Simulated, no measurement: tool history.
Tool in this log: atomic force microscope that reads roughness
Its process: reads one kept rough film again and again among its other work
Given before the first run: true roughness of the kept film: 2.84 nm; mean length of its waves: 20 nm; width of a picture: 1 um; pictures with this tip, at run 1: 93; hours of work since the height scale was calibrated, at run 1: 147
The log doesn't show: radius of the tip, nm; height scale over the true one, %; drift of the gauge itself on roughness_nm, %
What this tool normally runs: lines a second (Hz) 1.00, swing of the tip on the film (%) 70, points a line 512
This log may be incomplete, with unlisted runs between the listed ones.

run    day  lines a second (Hz)  swing of the tip on the film (%)  points a line  pictures with this tip  hours of work since the height scale was calibrated  roughness of the kept film (nm (root mean square))
  1  0.000                 1.00                                70            512                      93                                                  147                                               1.225
     0.125  -- new tip fitted
  2  0.425                 1.00                                70            512                      12                                                  155                                               1.924
  3  0.846                 1.00                                70            512                      30                                                  162                                               1.745
  4  1.338                 1.00                                77            512                      52                                                  171                                               1.535
  5  1.575                 1.00                                77            512                      62                                                  175                                               1.465
  6  1.908                 1.00                                77            512                      76                                                  181                                               1.373
  7  2.154                 1.32                                58            431                      87                                                  186                                               1.326
     2.421  -- new tip fitted
  8  2.575                 1.32                                58            431                       7                                                  193                                               1.984
  9  2.779                 1.32                                58            431                      16                                                  197                                               1.872
 10  2.992                 1.00                                70            265                      24                                                  200                                               1.715
 11  3.246                 1.38                                78            303                      36                                                  205                                               1.557

Estimate the outcome of run 12 from the log above:
 12  3.508                 1.13                                85            968                      47                                                  210                                                   ?

Run 12 produced roughness of the kept film (nm (root mean square)) 1.476.
With the hidden condition absent and the run-to-run variation left alone, this run would have shown roughness of the kept film (nm (root mean square)) 1.998.

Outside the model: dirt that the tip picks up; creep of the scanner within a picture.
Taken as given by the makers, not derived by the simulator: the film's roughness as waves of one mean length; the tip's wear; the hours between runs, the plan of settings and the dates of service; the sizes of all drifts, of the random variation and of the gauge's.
